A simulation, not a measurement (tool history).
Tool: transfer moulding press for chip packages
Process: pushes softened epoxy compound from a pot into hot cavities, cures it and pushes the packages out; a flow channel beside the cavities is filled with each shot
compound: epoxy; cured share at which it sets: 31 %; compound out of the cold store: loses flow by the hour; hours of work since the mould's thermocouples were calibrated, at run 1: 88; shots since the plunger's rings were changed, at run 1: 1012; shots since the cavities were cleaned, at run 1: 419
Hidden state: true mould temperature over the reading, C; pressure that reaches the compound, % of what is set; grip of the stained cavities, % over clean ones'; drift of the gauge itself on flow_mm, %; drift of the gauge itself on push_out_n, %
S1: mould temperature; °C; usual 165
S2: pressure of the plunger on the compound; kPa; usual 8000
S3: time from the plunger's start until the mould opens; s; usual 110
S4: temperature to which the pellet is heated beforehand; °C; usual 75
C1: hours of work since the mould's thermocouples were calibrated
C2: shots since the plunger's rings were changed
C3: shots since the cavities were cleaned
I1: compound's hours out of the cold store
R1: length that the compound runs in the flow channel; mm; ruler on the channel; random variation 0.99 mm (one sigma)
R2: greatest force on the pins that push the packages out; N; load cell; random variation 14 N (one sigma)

run	hour	S1	S2	S3	S4	C1	C2	C3	I1	R1	R2
1	0	165	8000	110	75	88	1012	419	27.2	583.3	1352
2	34.2	165	8000	110	75	110	1409	816	38.1	554.2	1516
3	60	165	8000	110	78	127	1709	1116	18.6	596.5	1735
# hour 67.9: cavities cleaned with cleaning compound and waxed
4	88.7	165	8000	110	78	144	2025	242	45.9	534.4	1078
5	111.5	165	8000	110	78	158	2290	507	20.8	587	1438
6	126.3	165	8000	110	75	168	2462	679	8.9	615	1581
7	150	165	8000	110	70	183	2737	954	30.5	563.3	1625
# hour 173: cavities cleaned with cleaning compound and waxed
# hour 184.7: plunger's sealing rings changed
8	186	165	8000	110	70	203	15	122	38.8	562.9	999
9	213.7	165	8000	110	70	221	337	444	8	634.8	1547
10	245.4	165	8000	110	70	241	706	813	45.4	547.5	1566
11	274.5	165	8000	110	70	260	1043	1150	45.2	544.1	1680
# hour 280.7: cavities cleaned with cleaning compound and waxed
12	305.6	165	8000	110	70	279	1388	290	28.1	580	1323
13	335.9	162	8640	110	84	298	1739	641	27.3	606.6	1878
14	369.8	164	7910	100	75	320	2133	1035	23.1	584.5	2260
# hour 386.4: cavities cleaned with cleaning compound and waxed
15	392.7	164	7910	100	75	333	2381	73	21	587.4	1219
16	421.2	164	7910	100	75	352	2713	405	19.4	590.1	1881
17	441.8	164	7910	127	70	365	2952	644	39.7	542	1227
# hour 458.5: plunger's sealing rings changed
18	478.7	165	8290	110	65	387	235	1044	10.8	642.1	1790
# hour 493: cavities cleaned with cleaning compound and waxed
19	495.3	165	8940	136	70	396	410	27	33.3	607.6	601
20	522.3	160	6750	91	75	414	724	341	44.9	515.3	2693
21	541	160	6110	91	75	426	941	558	24.9	530.1	3452
22	560.3	160	6110	91	75	438	1165	782	15.5	547.8	3678
23	584.1	160	6110	91	75	453	1441	1058	44.4	484.6	3424

3 ways to go on from here, each from the tool as it stands after run 23. What would each give?
# hour 598.1: cavities cleaned with cleaning compound and waxed
A	613.3	160	9310	101	83	471	1764	178	30.2	?	?
# hour 598.1: cavities cleaned with cleaning compound and waxed
B	613.3	160	6110	91	84	471	1764	178	8.2	?	?
# hour 598.1: cavities cleaned with cleaning compound and waxed
C	613.3	160	8380	91	75	471	1764	178	23.4	?	?

run	R1	R2
A	630.5	1873
B	560.8	2549
C	617.2	2474
Without the tool's hidden state the same runs would have given:
run	R1	R2
A	641.8	1163
B	570.8	1600
C	628.3	1554
